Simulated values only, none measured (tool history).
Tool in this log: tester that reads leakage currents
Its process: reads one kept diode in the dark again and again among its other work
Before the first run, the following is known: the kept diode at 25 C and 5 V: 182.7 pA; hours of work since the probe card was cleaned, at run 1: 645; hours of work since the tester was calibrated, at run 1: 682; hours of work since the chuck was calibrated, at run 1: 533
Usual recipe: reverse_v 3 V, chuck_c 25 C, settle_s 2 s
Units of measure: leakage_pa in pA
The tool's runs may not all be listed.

| run | hour | reverse_v | chuck_c | settle_s | hours of work since the probe card was cleaned | hours of work since the tester was calibrated | hours of work since the chuck was calibrated | leakage_pa |
|---|---|---|---|---|---|---|---|---|
| 1 | 0 | 3 | 25 | 2 | 645 | 682 | 533 | 135.95 |
| 2 | 24 | 3 | 25 | 2 | 660 | 697 | 548 | 136.52 |
| 3 | 50.7 | 3 | 25 | 2 | 676 | 713 | 564 | 136.64 |
| 4 | 90.4 | 3 | 25 | 2 | 701 | 738 | 589 | 136.56 |
|  | 106.9 | chuck's temperature calibrated |
| 5 | 111.5 | 3 | 25 | 2 | 712 | 749 | 3 | 136.56 |
| 6 | 151.5 | 3 | 25 | 2 | 737 | 774 | 27 | 136.08 |
| 7 | 189.1 | 5.63 | 25 | 2 | 760 | 797 | 51 | 197.52 |
| 8 | 218.8 | 5.63 | 25 | 2 | 779 | 816 | 69 | 197.04 |
| 9 | 258 | 3 | 25 | 0.37 | 803 | 840 | 93 | 138.43 |
| 10 | 284.5 | 3 | 25 | 1.41 | 819 | 856 | 109 | 136.27 |
| 11 | 303.3 | 3 | 25 | 1.41 | 831 | 868 | 121 | 136.3 |
| 12 | 332.9 | 3 | 25 | 3.68 | 849 | 886 | 139 | 136.29 |
| 13 | 358 | 3 | 25 | 3.68 | 864 | 901 | 155 | 136.14 |
| 14 | 374.3 | 3 | 25 | 3.68 | 874 | 911 | 165 | 136.41 |
| 15 | 398.9 | 8.63 | 25 | 1.74 | 890 | 927 | 180 | 252.98 |
| 16 | 426.7 | 7.78 | 49 | 0.83 | 907 | 944 | 197 | 1858 |
| 17 | 465.9 | 17.79 | 49 | 5.62 | 931 | 968 | 221 | 2998.4 |
| 18 | 487.6 | 18.42 | 53 | 5.62 | 944 | 981 | 235 | 4195.56 |
| 19 | 522.7 | 7.24 | 53 | 0.4 | 966 | 1003 | 256 | 2441.22 |
| 20 | 552.5 | 7.24 | 53 | 9.61 | 984 | 1021 | 275 | 2425.59 |

Here are 4 independent what-if runs from the current tool condition. What would each one return?
| A | 583.7 | 7.24 | 37 | 9.61 | 1004 | 1041 | 294 | ? |
| B | 583.7 | 3 | 40 | 2 | 1004 | 1041 | 294 | ? |
| C | 583.7 | 7.24 | 53 | 1.37 | 1004 | 1041 | 294 | ? |
| D | 583.7 | 3 | 21 | 0.35 | 1004 | 1041 | 294 | ? |

| run | leakage_pa |
|---|---|
| A | 661.93 |
| B | 509.14 |
| C | 2444.73 |
| D | 96.01 |
The same runs, with their run-to-run variation unchanged, on a tool lacking any hidden condition would have given:
| run | leakage_pa |
|---|---|
| A | 661.67 |
| B | 508.98 |
| C | 2444.08 |
| D | 95.94 |
